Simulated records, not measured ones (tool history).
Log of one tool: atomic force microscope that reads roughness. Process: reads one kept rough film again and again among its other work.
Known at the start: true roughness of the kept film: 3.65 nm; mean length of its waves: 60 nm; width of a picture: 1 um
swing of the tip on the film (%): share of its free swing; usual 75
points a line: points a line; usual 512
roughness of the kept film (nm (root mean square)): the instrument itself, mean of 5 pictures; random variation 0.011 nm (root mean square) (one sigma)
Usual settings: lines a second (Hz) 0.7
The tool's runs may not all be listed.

run	hour	lines a second (Hz)	swing of the tip on the film (%)	points a line	roughness of the kept film (nm (root mean square))
1	0	0.7	75	512	3.464
2	6.9	0.7	75	512	3.425
3	17	0.7	75	831	3.417
4	28.8	0.7	75	305	3.39
5	42.6	0.7	75	305	3.394
6	48.4	0.7	75	305	3.365
7	61.5	0.507	75	512	3.385
8	71	0.507	75	512	3.373
9	84.3	0.507	75	512	3.366
10	95.6	1.565	75	512	3.18
# hour 103.3: new tip fitted
11	103.8	1.565	75	512	3.328
12	110.9	1.565	75	512	3.314
13	119.2	0.7	75	330	3.42
14	128.4	0.7	75	638	3.432
15	141.5	0.7	75	638	3.403
16	155	0.7	75	638	3.378
# hour 156.7: height scale calibrated on a step standard
17	166.1	0.7	75	638	3.349
18	175.5	0.7	75	638	3.373
19	187	0.7	75	325	3.342
20	199.3	0.7	75	325	3.322
# hour 209.6: new tip fitted
# hour 210.7: height scale calibrated on a step standard, once more
21	210.7	0.7	75	325	3.435
22	224.3	2.565	75	947	3.163
23	238	2.565	75	947	3.143
24	247.7	1.063	72	286	3.347
25	256.6	1.258	75	283	3.282
26	270.3	1.634	87	283	3.027
27	283.1	1.42	71	879	3.287
28	293.7	3.185	57	261	3.251
29	301.2	0.933	57	261	3.367
# hour 315: new tip fitted
30	315	0.635	59	513	3.515
31	327.6	0.635	59	513	3.5
32	335.3	0.888	63	543	3.462
33	341.8	2.093	63	543	3.337
34	350.6	2.093	63	543	3.342
35	363.7	0.7	89	706	3.285
36	374.3	0.7	89	706	3.268
37	381.6	0.541	70	512	3.408
38	390.2	0.7	75	964	3.335
39	399	0.7	86	964	3.246
40	410.3	0.7	60	458	3.371
# hour 420: new tip fitted
41	421.5	0.7	60	458	3.517
42	432	2.853	79	512	3.02

Some steps in roughness of the kept film (nm (root mean square)) between neighbouring runs. How much of each would the tool show without its hidden state too (settings, what came in, random variation), and how much is left for the hidden state, with any gauge scatter that isn't in both results?
The hidden state here: radius of the tip, nm; height scale over the true one, %; drift of the gauge itself on roughness_nm, %.
Run 10 -> 11: new tip fitted. roughness of the kept film (nm (root mean square)) +0.148: hidden state +0.141, all else +0.007.
Run 21 -> 22: lines a second (Hz) 0.7 -> 2.565, points a line 325 -> 947. roughness of the kept film (nm (root mean square)) -0.272: hidden state -0.019, all else -0.253.
Run 26 -> 27: lines a second (Hz) 1.634 -> 1.42, swing of the tip on the film (%) 87 -> 71, points a line 283 -> 879. roughness of the kept film (nm (root mean square)) +0.26: hidden state -0.026, all else +0.286.
Run 29 -> 30: lines a second (Hz) 0.933 -> 0.635, swing of the tip on the film (%) 57 -> 59, points a line 261 -> 513, new tip fitted. roughness of the kept film (nm (root mean square)) +0.148: hidden state +0.135, all else +0.013.
Run 40 -> 41: new tip fitted. roughness of the kept film (nm (root mean square)) +0.146: hidden state +0.15, all else -0.004.
Run 41 -> 42: lines a second (Hz) 0.7 -> 2.853, swing of the tip on the film (%) 60 -> 79, points a line 458 -> 512. roughness of the kept film (nm (root mean square)) -0.497: hidden state -0.015, all else -0.482.

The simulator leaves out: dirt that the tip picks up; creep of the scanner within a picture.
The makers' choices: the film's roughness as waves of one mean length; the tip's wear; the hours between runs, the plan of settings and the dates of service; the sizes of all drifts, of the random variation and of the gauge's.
